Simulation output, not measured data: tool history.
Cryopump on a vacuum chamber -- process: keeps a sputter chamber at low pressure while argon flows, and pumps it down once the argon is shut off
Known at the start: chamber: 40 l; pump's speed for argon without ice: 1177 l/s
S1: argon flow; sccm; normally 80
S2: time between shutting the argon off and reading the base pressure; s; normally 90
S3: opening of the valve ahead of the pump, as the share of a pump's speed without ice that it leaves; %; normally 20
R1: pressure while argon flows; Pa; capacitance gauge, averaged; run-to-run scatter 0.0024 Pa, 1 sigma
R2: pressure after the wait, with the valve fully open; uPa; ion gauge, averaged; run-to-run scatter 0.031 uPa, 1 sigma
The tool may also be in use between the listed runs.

Run 1, hour 0.0: usual settings. Result: R1 0.6022 Pa, R2 3.28 uPa.
Run 2, hour 18.5: usual settings. Result: R1 0.6056 Pa, R2 3.20 uPa.
Run 3, hour 34.5: usual settings. Result: R1 0.6062 Pa, R2 3.32 uPa.
Run 4, hour 63.4: usual settings. Result: R1 0.6065 Pa, R2 3.38 uPa.
Run 5, hour 76.8: usual settings. Result: R1 0.6022 Pa, R2 3.40 uPa.
Run 6, hour 97.1: usual settings. Result: R1 0.6099 Pa, R2 3.49 uPa.
Run 7, hour 111.6: usual settings. Result: R1 0.6111 Pa, R2 3.39 uPa.
Run 8, hour 140.7: usual settings. Result: R1 0.6125 Pa, R2 3.54 uPa.
Run 9, hour 164.5: usual settings. Result: R1 0.6165 Pa, R2 3.52 uPa.
Run 10, hour 192.9: usual settings. Result: R1 0.6116 Pa, R2 3.64 uPa.
Run 11, hour 219.7: usual settings but S2 178 s. Result: R1 0.6203 Pa, R2 2.95 uPa.
Run 12, hour 237.9: usual settings but S2 178 s. Result: R1 0.6184 Pa, R2 3.00 uPa.
Run 13, hour 268.5: usual settings but S2 178 s. Result: R1 0.6218 Pa, R2 2.98 uPa.
Run 14, hour 281.5: usual settings but S2 178 s. Result: R1 0.6203 Pa, R2 3.13 uPa.
Run 15, hour 301.2: usual settings but S2 178 s. Result: R1 0.6222 Pa, R2 3.15 uPa.
Run 16, hour 323.9: usual settings. Result: R1 0.6223 Pa, R2 3.77 uPa.
Run 17, hour 353.5: usual settings. Result: R1 0.6246 Pa, R2 4.01 uPa.
Run 18, hour 370.0: usual settings. Result: R1 0.6280 Pa, R2 3.86 uPa.
Run 19, hour 395.5: usual settings. Result: R1 0.6279 Pa, R2 4.02 uPa.
Run 20, hour 424.7: usual settings. Result: R1 0.6287 Pa, R2 4.05 uPa.
Run 21, hour 453.5: usual settings but S1 140 sccm, S2 77 s, S3 16 %. Result: R1 1.3737 Pa, R2 4.19 uPa.
Run 22, hour 485.1: usual settings but S1 64 sccm, S2 77 s, S3 17 %. Result: R1 0.5951 Pa, R2 4.47 uPa.
At hour 502.0: pump warmed up, emptied and cooled again.
Run 23, hour 506.4: usual settings but S1 43 sccm, S3 17 %. Result: R1 0.3669 Pa, R2 3.34 uPa.
Run 24, hour 533.0: usual settings but S1 49 sccm, S3 18 %. Result: R1 0.3938 Pa, R2 3.33 uPa.
Run 25, hour 553.8: usual settings but S1 73 sccm, S3 16 %. Result: R1 0.6615 Pa, R2 3.47 uPa.
Run 26, hour 584.6: usual settings but S1 73 sccm, S3 24 %. Result: R1 0.4441 Pa, R2 3.29 uPa.
Run 27, hour 599.7: usual settings but S1 73 sccm, S2 27 s, S3 24 %. Result: R1 0.4461 Pa, R2 6.45 uPa.
Run 28, hour 630.9: usual settings but S1 53 sccm, S2 153 s, S3 22 %. Result: R1 0.3522 Pa, R2 2.93 uPa.
Run 29, hour 656.8: usual settings but S1 56 sccm, S2 84 s, S3 17 %. Result: R1 0.4791 Pa, R2 3.66 uPa.
Run 30, hour 677.3: usual settings but S1 38 sccm, S2 46 s, S3 31 %. Result: R1 0.1808 Pa, R2 4.57 uPa.
Run 31, hour 708.2: usual settings but S1 38 sccm, S2 46 s, S3 31 %. Result: R1 0.1806 Pa, R2 4.71 uPa.
Run 32, hour 723.9: usual settings but S1 107 sccm, S2 39 s. Result: R1 0.7894 Pa, R2 5.41 uPa.
Run 33, hour 756.0: usual settings but S1 107 sccm, S2 39 s. Result: R1 0.7839 Pa, R2 5.25 uPa.
Run 34, hour 781.7: usual settings but S1 43 sccm, S2 23 s, S3 37 %. Result: R1 0.1750 Pa, R2 7.42 uPa.
Run 35, hour 800.2: usual settings but S1 43 sccm, S2 23 s, S3 37 %. Result: R1 0.1772 Pa, R2 7.25 uPa.

Selected run-to-run steps in R1, each split into two signed amounts: the part the tool would show with no hidden state at all (from settings, incoming material and random variation), and the remainder, which goes to the hidden state together with any gauge scatter not common to the measured and the hidden-state-free results:
The hidden state here: pump's speed, % of a pump's without ice; cold plate's temperature, K; leak into the chamber, uPa l/s; drift of the gauge itself on working_pa, %; drift of the gauge itself on base_upa, %.
Run 20 -> 21: S1 80 -> 140, S2 90 -> 77, S3 20 -> 16. R1 +0.7450 Pa: hidden state +0.0484, all else +0.6966.
Run 21 -> 22: S1 140 -> 64, S3 16 -> 17. R1 -0.7786 Pa: hidden state -0.0551, all else -0.7235.
Run 22 -> 23: S1 64 -> 43, S2 77 -> 90, pump warmed up, emptied and cooled again. R1 -0.2282 Pa: hidden state -0.0490, all else -0.1792.
Run 33 -> 34: S1 107 -> 43, S2 39 -> 23, S3 20 -> 37. R1 -0.6089 Pa: hidden state -0.0097, all else -0.5992.

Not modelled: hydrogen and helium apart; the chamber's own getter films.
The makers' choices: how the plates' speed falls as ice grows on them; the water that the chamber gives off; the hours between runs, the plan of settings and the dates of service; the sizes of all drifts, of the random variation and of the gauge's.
